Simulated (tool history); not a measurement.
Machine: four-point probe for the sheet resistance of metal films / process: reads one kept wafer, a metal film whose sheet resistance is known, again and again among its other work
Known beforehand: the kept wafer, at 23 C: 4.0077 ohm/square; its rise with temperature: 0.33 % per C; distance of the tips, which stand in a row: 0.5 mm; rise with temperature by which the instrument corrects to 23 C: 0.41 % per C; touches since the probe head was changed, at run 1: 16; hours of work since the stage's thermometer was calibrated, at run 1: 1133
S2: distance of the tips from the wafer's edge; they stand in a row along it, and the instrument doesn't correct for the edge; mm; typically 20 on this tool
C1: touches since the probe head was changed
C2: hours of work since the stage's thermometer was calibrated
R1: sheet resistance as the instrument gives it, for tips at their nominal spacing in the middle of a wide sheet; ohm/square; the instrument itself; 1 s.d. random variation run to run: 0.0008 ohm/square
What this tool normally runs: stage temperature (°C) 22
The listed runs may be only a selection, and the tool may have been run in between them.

run 1 hour=0 | stage_temperature_(°C)=22 S2=20 | C1=16 C2=1133 | R1=4.013458
run 2 hour=78.1 | stage_temperature_(°C)=22 S2=9 | C1=846 C2=1170 | R1=4.021731
run 3 hour=130.5 | stage_temperature_(°C)=22 S2=9 | C1=1402 C2=1194 | R1=4.019542
run 4 hour=182.9 | stage_temperature_(°C)=28 S2=9 | C1=1959 C2=1219 | R1=4.002274
run 5 hour=276.6 | stage_temperature_(°C)=22 S2=20 | C1=2954 C2=1263 | R1=4.016536
run 6 hour=360.2 | stage_temperature_(°C)=22 S2=24 | C1=3843 C2=1302 | R1=4.017887
run 7 hour=431.9 | stage_temperature_(°C)=22 S2=3 | C1=4605 C2=1336 | R1=4.075279
run 8 hour=489.4 | stage_temperature_(°C)=22 S2=36 | C1=5215 C2=1363 | R1=4.016489
run 9 hour=569.6 | stage_temperature_(°C)=22 S2=36 | C1=6067 C2=1401 | R1=4.019722
run 10 hour=616.5 | stage_temperature_(°C)=22 S2=36 | C1=6566 C2=1423 | R1=4.018478
run 11 hour=710 | stage_temperature_(°C)=22 S2=54 | C1=7559 C2=1467 | R1=4.021708
run 12 hour=798.7 | stage_temperature_(°C)=22 S2=20 | C1=8502 C2=1509 | R1=4.021081
run 13 hour=861.1 | stage_temperature_(°C)=22 S2=6 | C1=9164 C2=1538 | R1=4.035011
run 14 hour=935.1 | stage_temperature_(°C)=25 S2=6 | C1=9951 C2=1573 | R1=4.026773
run 15 hour=1029.3 | stage_temperature_(°C)=25 S2=6 | C1=10952 C2=1617 | R1=4.027155
run 16 hour=1088.1 | stage_temperature_(°C)=22 S2=20 | C1=11576 C2=1645 | R1=4.023924
run 17 hour=1133.4 | stage_temperature_(°C)=22 S2=20 | C1=12058 C2=1666 | R1=4.024275
run 18 hour=1218.5 | stage_temperature_(°C)=22 S2=46 | C1=12961 C2=1706 | R1=4.023609
-- hour=1265.7 stage's thermometer calibrated
run 19 hour=1265.7 | stage_temperature_(°C)=22 S2=46 | C1=13458 C2=0 | R1=4.015846
run 20 hour=1351 | stage_temperature_(°C)=29 S2=20 | C1=14364 C2=40 | R1=3.997057
run 21 hour=1426.9 | stage_temperature_(°C)=22 S2=20 | C1=15170 C2=76 | R1=4.019426
run 22 hour=1486.1 | stage_temperature_(°C)=22 S2=20 | C1=15799 C2=104 | R1=4.018767
run 23 hour=1529.3 | stage_temperature_(°C)=22 S2=7 | C1=16259 C2=124 | R1=4.029043
run 24 hour=1622.7 | stage_temperature_(°C)=25 S2=14 | C1=17251 C2=168 | R1=4.011268
run 25 hour=1671 | stage_temperature_(°C)=25 S2=14 | C1=17764 C2=191 | R1=4.010634
run 26 hour=1764.4 | stage_temperature_(°C)=22 S2=37 | C1=18756 C2=235 | R1=4.021196
run 27 hour=1820.1 | stage_temperature_(°C)=33 S2=11 | C1=19348 C2=261 | R1=3.990649
run 28 hour=1893.4 | stage_temperature_(°C)=33 S2=11 | C1=20127 C2=295 | R1=3.991584
run 29 hour=1971 | stage_temperature_(°C)=23 S2=14 | C1=20952 C2=332 | R1=4.023263
run 30 hour=2058.7 | stage_temperature_(°C)=23 S2=14 | C1=21883 C2=373 | R1=4.021687
run 31 hour=2101.7 | stage_temperature_(°C)=22 S2=33 | C1=22340 C2=393 | R1=4.023691
run 32 hour=2180.8 | stage_temperature_(°C)=21 S2=6 | C1=23180 C2=431 | R1=4.040488
run 33 hour=2231.5 | stage_temperature_(°C)=29 S2=30 | C1=23719 C2=454 | R1=4.00287
run 34 hour=2281.8 | stage_temperature_(°C)=29 S2=30 | C1=24254 C2=478 | R1=4.003985
run 35 hour=2352.6 | stage_temperature_(°C)=22 S2=71 | C1=25006 C2=511 | R1=4.024288
run 36 hour=2428.9 | stage_temperature_(°C)=35 S2=8 | C1=25817 C2=547 | R1=3.993595
run 37 hour=2521.3 | stage_temperature_(°C)=25 S2=20 | C1=26798 C2=591 | R1=4.017665
run 38 hour=2608.6 | stage_temperature_(°C)=24 S2=63 | C1=27725 C2=632 | R1=4.020444
run 39 hour=2707.3 | stage_temperature_(°C)=18 S2=56 | C1=28774 C2=678 | R1=4.040019
run 40 hour=2761 | stage_temperature_(°C)=24 S2=15 | C1=29344 C2=704 | R1=4.024912
run 41 hour=2809.1 | stage_temperature_(°C)=24 S2=15 | C1=29856 C2=726 | R1=4.024241
run 42 hour=2882.8 | stage_temperature_(°C)=24 S2=15 | C1=30639 C2=761 | R1=4.024923
run 43 hour=2944.4 | stage_temperature_(°C)=27 S2=7 | C1=31293 C2=790 | R1=4.025175
run 44 hour=3033 | stage_temperature_(°C)=27 S2=7 | C1=32235 C2=832 | R1=4.025306

For each entry between runs, how does the tool's hidden state at the last listed run before it compare with that at the first listed run after it?
Run 18 -> run 19: stage's thermometer calibrated (hour 1265.7)
  inner tips' distance over the nominal, %: 0.133 -> 0.14; wafer's true temperature over the reading, C: 0.52 -> -0.09
  measured minus no-state result, R1: +0.012635 -> +0.004874 ohm/square

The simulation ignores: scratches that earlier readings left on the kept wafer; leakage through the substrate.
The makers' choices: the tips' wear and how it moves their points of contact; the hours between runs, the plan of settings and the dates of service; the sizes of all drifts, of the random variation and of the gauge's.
